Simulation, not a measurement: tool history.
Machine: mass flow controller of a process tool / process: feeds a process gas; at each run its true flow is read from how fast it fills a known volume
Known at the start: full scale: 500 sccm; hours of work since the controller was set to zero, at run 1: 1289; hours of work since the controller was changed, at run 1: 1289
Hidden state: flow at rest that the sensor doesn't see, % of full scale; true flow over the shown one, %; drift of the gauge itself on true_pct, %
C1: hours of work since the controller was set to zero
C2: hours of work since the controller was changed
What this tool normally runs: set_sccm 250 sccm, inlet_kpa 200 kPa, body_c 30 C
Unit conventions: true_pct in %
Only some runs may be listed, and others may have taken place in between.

Run 1, hour 0: usual settings; C1 1289; C2 1289. Result: true_pct 98.91 %.
Run 2, hour 82.7: usual settings; C1 1326; C2 1326. Result: true_pct 98.88 %.
Run 3, hour 168.3: usual settings but set_sccm 111 sccm; C1 1365; C2 1365. Result: true_pct 98.22 %.
Run 4, hour 237: usual settings but set_sccm 89 sccm; C1 1395; C2 1395. Result: true_pct 98.03 %.
Run 5, hour 326.8: usual settings; C1 1435; C2 1435. Result: true_pct 98.89 %.
Run 6, hour 374.1: usual settings but inlet_kpa 150 kPa; C1 1457; C2 1457. Result: true_pct 99.04 %.
Run 7, hour 414.1: usual settings but inlet_kpa 153 kPa; C1 1474; C2 1474. Result: true_pct 99.15 %.
Run 8, hour 478.4: usual settings; C1 1503; C2 1503. Result: true_pct 98.74 %.
Run 9, hour 546.8: usual settings; C1 1534; C2 1534. Result: true_pct 98.79 %.
Run 10, hour 597.6: usual settings; C1 1556; C2 1556. Result: true_pct 98.69 %.
Run 11, hour 649.6: usual settings; C1 1580; C2 1580. Result: true_pct 98.83 %.
Run 12, hour 706.7: usual settings; C1 1605; C2 1605. Result: true_pct 98.67 %.
Run 13, hour 758.6: usual settings; C1 1628; C2 1628. Result: true_pct 98.73 %.
Run 14, hour 818.2: usual settings; C1 1655; C2 1655. Result: true_pct 98.67 %.
Run 15, hour 875.4: usual settings; C1 1680; C2 1680. Result: true_pct 98.65 %.
Run 16, hour 951.1: usual settings; C1 1714; C2 1714. Result: true_pct 98.65 %.
Run 17, hour 1009.7: usual settings; C1 1740; C2 1740. Result: true_pct 98.7 %.
Run 18, hour 1084.3: usual settings; C1 1774; C2 1774. Result: true_pct 98.6 %.
Run 19, hour 1166.4: usual settings; C1 1810; C2 1810. Result: true_pct 98.74 %.
Run 20, hour 1250.6: usual settings but inlet_kpa 221 kPa; C1 1848; C2 1848. Result: true_pct 98.6 %.
Run 21, hour 1323.9: usual settings but set_sccm 62 sccm; C1 1881; C2 1881. Result: true_pct 97.04 %.
Run 22, hour 1414.6: usual settings but set_sccm 178 sccm, inlet_kpa 264 kPa, body_c 33 C; C1 1921; C2 1921. Result: true_pct 97.89 %.
Run 23, hour 1472.8: usual settings but set_sccm 346 sccm, inlet_kpa 261 kPa; C1 1947; C2 1947. Result: true_pct 98.41 %.
Run 24, hour 1510.3: usual settings but set_sccm 96 sccm, inlet_kpa 278 kPa, body_c 31 C; C1 1964; C2 1964. Result: true_pct 97.07 %.
Run 25, hour 1561.5: usual settings but set_sccm 96 sccm, inlet_kpa 278 kPa, body_c 31 C; C1 1987; C2 1987. Result: true_pct 96.99 %.
Run 26, hour 1611.3: usual settings but set_sccm 96 sccm, inlet_kpa 278 kPa, body_c 31 C; C1 2009; C2 2009. Result: true_pct 97.09 %.
Run 27, hour 1702: usual settings but set_sccm 74 sccm, inlet_kpa 194 kPa, body_c 27 C; C1 2050; C2 2050. Result: true_pct 96.93 %.
Run 28, hour 1747.3: usual settings but set_sccm 56 sccm, inlet_kpa 157 kPa, body_c 38 C; C1 2070; C2 2070. Result: true_pct 97.31 %.
Run 29, hour 1822.1: usual settings but set_sccm 357 sccm, inlet_kpa 173 kPa, body_c 29 C; C1 2103; C2 2103. Result: true_pct 98.96 %.
Run 30, hour 1870.7: usual settings but set_sccm 447 sccm, inlet_kpa 257 kPa, body_c 38 C; C1 2125; C2 2125. Result: true_pct 99.02 %.
Run 31, hour 1907.9: usual settings but set_sccm 211 sccm, inlet_kpa 172 kPa, body_c 38 C; C1 2142; C2 2142. Result: true_pct 98.91 %.
Run 32, hour 1948.8: usual settings but set_sccm 211 sccm, inlet_kpa 172 kPa, body_c 38 C; C1 2160; C2 2160. Result: true_pct 98.96 %.
Run 33, hour 1993.6: usual settings but set_sccm 211 sccm, inlet_kpa 231 kPa, body_c 36 C; C1 2180; C2 2180. Result: true_pct 98.31 %.
Run 34, hour 2037.4: usual settings but set_sccm 211 sccm, inlet_kpa 231 kPa, body_c 36 C; C1 2199; C2 2199. Result: true_pct 98.31 %.
Run 35, hour 2096.4: usual settings but set_sccm 211 sccm, body_c 37 C; C1 2226; C2 2226. Result: true_pct 98.62 %.
Run 36, hour 2181.7: usual settings but set_sccm 126 sccm, inlet_kpa 275 kPa, body_c 37 C; C1 2264; C2 2264. Result: true_pct 97.49 %.
Run 37, hour 2260.2: usual settings but set_sccm 57 sccm, inlet_kpa 181 kPa, body_c 37 C; C1 2299; C2 2299. Result: true_pct 96.75 %.
Run 38, hour 2307.6: usual settings but set_sccm 391 sccm, inlet_kpa 196 kPa; C1 2320; C2 2320. Result: true_pct 98.79 %.
Run 39, hour 2380.9: usual settings but set_sccm 391 sccm, inlet_kpa 196 kPa; C1 2353; C2 2353. Result: true_pct 98.81 %.

Subtracting, for every run, the result it would have given without the tool's unlogged condition from the measured result gives the following. The same run-to-run variation enters both numbers; the gauge's scatter may not:
run  true_pct
  1     -1.03
  2     -1.04
  3     -1.53
  4     -1.77
  5      -1.1
  6     -1.11
  7     -1.12
  8     -1.13
  9     -1.15
 10     -1.16
 11     -1.17
 12     -1.19
 13     -1.19
 14     -1.21
 15     -1.22
 16     -1.24
 17     -1.26
 18     -1.27
 19     -1.29
 20      -1.3
 21     -2.75
 22     -1.53
 23     -1.22
 24     -2.14
 25     -2.16
 26     -2.18
 27     -2.59
 28     -3.16
 29     -1.27
 30     -1.21
 31     -1.54
 32     -1.55
 33     -1.56
 34     -1.57
 35     -1.58
 36     -2.03
 37     -3.36
 38     -1.34
 39     -1.35
